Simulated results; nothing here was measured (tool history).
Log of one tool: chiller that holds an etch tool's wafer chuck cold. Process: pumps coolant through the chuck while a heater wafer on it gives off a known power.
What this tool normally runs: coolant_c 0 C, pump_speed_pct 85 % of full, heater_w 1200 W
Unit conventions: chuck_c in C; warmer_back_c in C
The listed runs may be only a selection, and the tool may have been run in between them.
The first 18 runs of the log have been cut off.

At hour 3093.0: chiller's thermometer calibrated.
Run 19, hour 3294.0: usual settings but coolant_c 3 C, pump_speed_pct 60 % of full, heater_w 680 W. Result: chuck_c 9.93 C, warmer_back_c 3.75 C.
Run 20, hour 3419.4: usual settings but pump_speed_pct 79 % of full. Result: chuck_c 10.09 C, warmer_back_c 5.08 C.
Run 21, hour 3538.9: usual settings but coolant_c 1 C, pump_speed_pct 61 % of full, heater_w 1433 W. Result: chuck_c 15.23 C, warmer_back_c 7.86 C.
Run 22, hour 3659.3: usual settings but coolant_c -7 C, pump_speed_pct 76 % of full. Result: chuck_c 3.49 C, warmer_back_c 5.32 C.
Run 23, hour 3758.8: usual settings but coolant_c -7 C, pump_speed_pct 76 % of full. Result: chuck_c 3.45 C, warmer_back_c 5.33 C.
Run 24, hour 3921.0: usual settings but coolant_c -7 C, pump_speed_pct 76 % of full. Result: chuck_c 3.50 C, warmer_back_c 5.28 C.
Run 25, hour 4069.8: usual settings but coolant_c -7 C, pump_speed_pct 76 % of full. Result: chuck_c 3.54 C, warmer_back_c 5.32 C.
At hour 4112.4: coolant changed, channels flushed.
Run 26, hour 4246.1: usual settings but coolant_c 3 C, pump_speed_pct 80 % of full, heater_w 1434 W. Result: chuck_c 15.10 C, warmer_back_c 6.02 C.
Run 27, hour 4474.1: usual settings but pump_speed_pct 70 % of full, heater_w 1108 W. Result: chuck_c 10.14 C, warmer_back_c 5.31 C.
Run 28, hour 4610.1: usual settings but coolant_c -9 C, pump_speed_pct 73 % of full, heater_w 1129 W. Result: chuck_c 1.17 C, warmer_back_c 5.18 C.
Run 29, hour 4773.1: usual settings but coolant_c 7 C, pump_speed_pct 65 % of full, heater_w 669 W. Result: chuck_c 13.57 C, warmer_back_c 3.40 C.
Run 30, hour 4974.9: usual settings but coolant_c 5 C, pump_speed_pct 65 % of full, heater_w 669 W. Result: chuck_c 11.65 C, warmer_back_c 3.43 C.
At hour 4999.8: coolant pump overhauled.
Run 31, hour 5212.5: usual settings but coolant_c -5 C, pump_speed_pct 70 % of full, heater_w 1193 W. Result: chuck_c 6.05 C, warmer_back_c 5.75 C.

Below are 4 alternative next runs, each starting from the tool's condition after run 31. Predict each:
Run A, hour 5371.1: usual settings but coolant_c -7 C, pump_speed_pct 63 % of full, heater_w 1193 W. Result: chuck_c ?, warmer_back_c ?.
Run B, hour 5371.1: usual settings but coolant_c -9 C, pump_speed_pct 98 % of full, heater_w 664 W. Result: chuck_c ?, warmer_back_c ?.
Run C, hour 5371.1: usual settings but coolant_c -1 C. Result: chuck_c ?, warmer_back_c ?.
Run D, hour 5371.1: usual settings but coolant_c -6 C, heater_w 1769 W. Result: chuck_c ?, warmer_back_c ?.

run  chuck_c  warmer_back_c
  A     4.66           6.30
  B    -3.93           2.30
  C     8.92           4.76
  D     8.39           7.07
What these runs would have given with no unlogged condition in the tool:
run  chuck_c  warmer_back_c
  A     4.38           6.30
  B    -4.21           2.30
  C     8.64           4.76
  D     8.10           7.07
